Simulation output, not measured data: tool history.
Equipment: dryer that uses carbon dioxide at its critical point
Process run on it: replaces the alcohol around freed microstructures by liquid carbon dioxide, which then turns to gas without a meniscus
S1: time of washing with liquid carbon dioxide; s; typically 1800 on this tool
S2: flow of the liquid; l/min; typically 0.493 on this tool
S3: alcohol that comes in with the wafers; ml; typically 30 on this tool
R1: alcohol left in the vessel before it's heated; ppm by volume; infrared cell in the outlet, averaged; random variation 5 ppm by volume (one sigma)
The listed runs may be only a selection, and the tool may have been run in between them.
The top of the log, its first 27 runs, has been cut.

run,hour,S1,S2,S3,R1
28,610.6,1800,0.379,41,340
29,637.4,1800,0.379,41,362
30,668.7,2520,0.454,42,125
31,687.3,2520,0.454,42,144
32,703.4,1740,0.305,22,533
33,717.2,1560,0.605,23,147
34,741.3,1380,0.405,53,894
35,761.3,2280,0.420,102,258
36,786.7,2280,0.420,74,219
37,800.6,2160,0.433,66,225
38,826.4,1200,0.406,49,1362
39,856.9,1200,0.406,49,1319
40,883.8,1500,0.613,49,228
# hour 889.5: inlet filter changed
41,914.8,1380,0.731,43,162
42,938.6,1620,0.555,39,204
43,963.2,2520,0.697,30,150
44,984.4,1380,0.588,32,226
45,1015.8,1200,0.770,32,181
46,1040.0,1200,0.770,32,190

What does the tool deliver on the next run?
47,1057.4,1800,0.437,65,?

R1: 329 ppm by volume
With no hidden state in the tool, this same run would have given R1 140 ppm by volume.
